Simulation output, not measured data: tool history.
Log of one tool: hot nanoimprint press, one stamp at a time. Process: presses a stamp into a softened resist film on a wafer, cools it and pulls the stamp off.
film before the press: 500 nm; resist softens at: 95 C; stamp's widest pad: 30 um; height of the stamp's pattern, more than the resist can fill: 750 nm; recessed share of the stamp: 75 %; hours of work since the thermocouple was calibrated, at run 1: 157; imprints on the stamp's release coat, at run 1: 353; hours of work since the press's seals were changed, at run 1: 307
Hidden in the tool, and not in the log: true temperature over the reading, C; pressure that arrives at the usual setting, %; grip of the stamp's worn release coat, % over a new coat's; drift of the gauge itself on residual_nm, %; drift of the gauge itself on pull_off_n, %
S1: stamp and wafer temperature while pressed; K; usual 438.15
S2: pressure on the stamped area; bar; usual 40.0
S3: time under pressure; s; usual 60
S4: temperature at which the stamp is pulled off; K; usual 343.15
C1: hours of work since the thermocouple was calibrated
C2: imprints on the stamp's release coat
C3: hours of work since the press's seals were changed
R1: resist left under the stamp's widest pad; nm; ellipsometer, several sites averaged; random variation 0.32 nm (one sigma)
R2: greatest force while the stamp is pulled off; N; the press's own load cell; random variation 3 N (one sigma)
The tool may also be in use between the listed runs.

run,hour,S1,S2,S3,S4,C1,C2,C3,R1,R2
1,0.0,438.15,40.0,60,343.15,157,353,307,231.7,152
2,46.3,438.15,40.0,60,329.15,184,497,334,231.5,180
3,93.5,438.15,40.0,98,343.15,212,644,362,194.7,161
4,140.1,438.15,40.0,60,343.15,239,790,389,231.7,166
5,188.2,438.15,40.0,82,343.15,267,939,417,207.5,173
6,221.4,438.15,40.0,82,343.15,286,1043,436,207.2,171
7,269.7,438.15,40.0,82,343.15,315,1193,465,206.5,178
8,305.2,438.15,40.0,82,343.15,335,1304,485,206.8,180
# hour 335.4: plate thermocouple calibrated
9,351.1,438.15,40.0,60,343.15,9,1437,510,238.5,190
10,398.5,438.15,40.0,60,334.15,37,1585,538,237.8,208
11,428.4,438.15,48.6,60,343.15,54,1678,556,216.2,193
12,477.2,438.15,48.6,60,343.15,83,1830,584,215.8,202
# hour 493.0: press's hydraulic seals changed and the load cell set to zero
13,544.2,438.15,48.6,60,343.15,117,2014,30,210.3,211
14,579.0,438.15,48.6,60,343.15,138,2122,50,210.6,215
# hour 589.4: stamp cleaned and given a new release coat
15,643.7,438.15,48.6,60,343.15,172,169,85,210.0,149
16,682.4,438.15,48.6,60,343.15,195,290,107,210.6,151
17,736.5,432.15,48.6,45,343.15,226,458,139,273.4,158
18,762.1,432.15,48.6,45,343.15,241,538,154,273.3,155
19,814.2,432.15,24.3,75,346.15,272,700,184,316.6,155
20,864.2,432.15,51.8,31,347.15,301,856,214,297.4,161
21,906.3,442.15,40.0,60,341.15,326,987,238,208.5,175
22,931.2,442.15,40.0,60,341.15,340,1065,253,208.6,176
# hour 953.4: plate thermocouple calibrated
23,977.0,441.15,24.1,97,345.15,14,1198,278,235.4,178

Run 24 comes next. What will it give?
24,1009.2,436.15,59.3,87,351.15,33,1298,297,?,?

{"run 24": {"R1": 176.5, "R2": 164}}
Without the tool's hidden state the same run would have given R1 174.2 nm, R2 124 N.
